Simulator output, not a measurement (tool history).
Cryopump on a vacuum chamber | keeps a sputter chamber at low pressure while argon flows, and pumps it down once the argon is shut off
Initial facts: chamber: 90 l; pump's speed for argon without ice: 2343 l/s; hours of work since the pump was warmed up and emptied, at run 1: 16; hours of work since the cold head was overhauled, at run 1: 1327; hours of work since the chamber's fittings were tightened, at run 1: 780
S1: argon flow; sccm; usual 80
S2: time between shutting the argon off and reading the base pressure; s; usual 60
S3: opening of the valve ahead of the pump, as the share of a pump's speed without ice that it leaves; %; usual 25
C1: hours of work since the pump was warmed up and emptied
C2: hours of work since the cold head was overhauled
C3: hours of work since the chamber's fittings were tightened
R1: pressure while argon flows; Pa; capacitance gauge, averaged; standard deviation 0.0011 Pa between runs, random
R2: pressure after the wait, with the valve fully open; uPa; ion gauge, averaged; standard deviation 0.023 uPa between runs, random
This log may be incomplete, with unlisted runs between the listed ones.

run,hour,S1,S2,S3,C1,C2,C3,R1,R2
1,0,80,60,25,16,1327,780,0.2306,0.96
2,33.8,128,60,25,44,1355,809,0.3751,0.94
3,81.2,128,22,25,85,1396,850,0.3746,2.01
4,113.4,80,60,25,112,1423,877,0.2344,1.03
5,155.8,80,60,25,149,1460,913,0.2355,1.02
6,200.5,80,60,25,187,1498,951,0.2379,1.02
7,246.6,142,60,25,226,1537,991,0.4193,1.03
8,280.1,48,60,25,255,1566,1019,0.1436,1.02
9,311.9,48,60,25,282,1593,1046,0.1436,1.11
10,363.4,80,60,25,326,1637,1090,0.2388,1.1
11,429.1,80,60,25,382,1693,1146,0.2404,1.12
12,470,80,46,25,417,1728,1181,0.2423,1.3
13,533.7,80,46,25,471,1782,1236,0.2425,1.37
14,574.2,103,46,25,506,1817,1270,0.3152,1.32
15,602.6,80,200,25,530,1841,1295,0.2457,0.78
16,658.1,80,200,25,577,1888,1342,0.2473,0.82
17,723.3,80,200,25,633,1944,1398,0.2481,0.88
# hour 733.7: pump warmed up, emptied and cooled again
18,792.8,96,45,49,50,1999,1453,0.1445,1.32
19,845,96,45,49,95,2044,1497,0.1456,1.34
20,889.9,97,45,49,133,2082,1536,0.1476,1.35
21,936.8,106,60,56,173,2122,1576,0.1436,1.21
22,984.3,99,55,32,214,2162,1616,0.2285,1.28
23,1041.2,99,39,32,262,2211,1665,0.2325,1.56
24,1095.9,92,21,25,309,2258,1711,0.2736,2.34
25,1154.4,89,159,25,359,2308,1761,0.2661,0.96
26,1192,89,159,25,391,2340,1793,0.2669,0.98
27,1247.1,89,159,25,438,2387,1840,0.2671,0.95
28,1291,49,37,44,476,2424,1878,0.0883,1.74
29,1345.5,84,79,50,522,2471,1924,0.1356,1.23
30,1376.1,44,28,19,548,2497,1950,0.1756,2.07
31,1429.9,44,28,19,594,2543,1996,0.176,2.07
32,1463.6,44,28,19,623,2571,2025,0.1749,2.17
# hour 1484.3: pump warmed up, emptied and cooled again
33,1534.9,38,26,19,43,2628,2082,0.1453,2.08

Forecast each of these 4 alternatives for the next run:
A,1587.2,71,64,48,88,2673,2126,?,?
B,1587.2,52,163,19,88,2673,2126,?,?
C,1587.2,127,190,29,88,2673,2126,?,?
D,1587.2,80,45,24,88,2673,2126,?,?

run,R1,R2
A,0.1095,1.28
B,0.1999,0.95
C,0.3217,0.96
D,0.2443,1.51
Without the tool's hidden state the same runs would have given:
run,R1,R2
A,0.1063,0.65
B,0.1975,0.32
C,0.316,0.33
D,0.2407,0.9
